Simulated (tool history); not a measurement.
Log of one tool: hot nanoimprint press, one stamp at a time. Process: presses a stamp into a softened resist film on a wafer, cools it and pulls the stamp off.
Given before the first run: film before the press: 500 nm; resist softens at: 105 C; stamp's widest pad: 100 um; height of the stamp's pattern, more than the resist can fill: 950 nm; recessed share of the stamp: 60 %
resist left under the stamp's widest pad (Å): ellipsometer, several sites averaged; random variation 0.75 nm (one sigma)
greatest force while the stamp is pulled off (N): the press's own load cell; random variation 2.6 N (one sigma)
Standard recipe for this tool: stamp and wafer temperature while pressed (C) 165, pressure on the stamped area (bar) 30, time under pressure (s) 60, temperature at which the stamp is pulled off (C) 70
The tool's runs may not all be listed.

run,hour,stamp and wafer temperature while pressed (C),pressure on the stamped area (bar),time under pressure (s),temperature at which the stamp is pulled off (C),resist left under the stamp's widest pad (Å),greatest force while the stamp is pulled off (N)
1,0,165,30,60,70,1599,170
2,66.9,165,30,60,70,1607,182
3,100.4,165,30,60,70,1596,182
4,153.6,165,30,62,70,1571,191
# hour 164.2: plate thermocouple calibrated
5,195.4,165,30,60,70,1739,198
# hour 237.7: stamp cleaned and given a new release coat
6,238,165,30,60,70,1730,150
7,287.3,165,30,46,70,1897,151
8,352.6,165,30,58,70,1747,159
9,382.6,165,30,58,70,1718,165
10,424.6,165,30,58,70,1722,172
11,489.2,165,30,60,70,1693,174
12,556,165,41.5,60,70,1434,185
13,599.4,165,41.5,60,70,1417,190
14,643.2,165,30,60,70,1642,188
# hour 690.7: stamp cleaned and given a new release coat
15,692.1,165,30,60,70,1650,142
16,740.1,165,30,60,70,1623,146
# hour 782.9: press's hydraulic seals changed and the load cell set to zero
17,809.1,165,39.8,91,70,1131,154
18,845.9,171,30,52,70,1163,161
19,887.7,158,30,45,72,2707,157
20,943.1,158,30,45,59,2682,208
# hour 958.9: plate thermocouple calibrated
21,995.5,158,30,91,74,2367,177
22,1066.6,158,30,91,74,2367,175
23,1140.7,161,35.2,91,57,1792,268
# hour 1153.5: stamp cleaned and given a new release coat
24,1204.4,161,35.2,91,57,1772,199
25,1238.2,161,35.2,91,57,1769,199
26,1303.8,171,40.6,107,63,779,195
27,1354.9,161,40.6,107,63,1503,200

Expected results for the next run?
28,1422.8,154,30,60,61,?,?

resist left under the stamp's widest pad (Å): 3277
greatest force while the stamp is pulled off (N): 208
With no hidden state in the tool, this same run would have given resist left under the stamp's widest pad (Å) 3370, greatest force while the stamp is pulled off (N) 171.
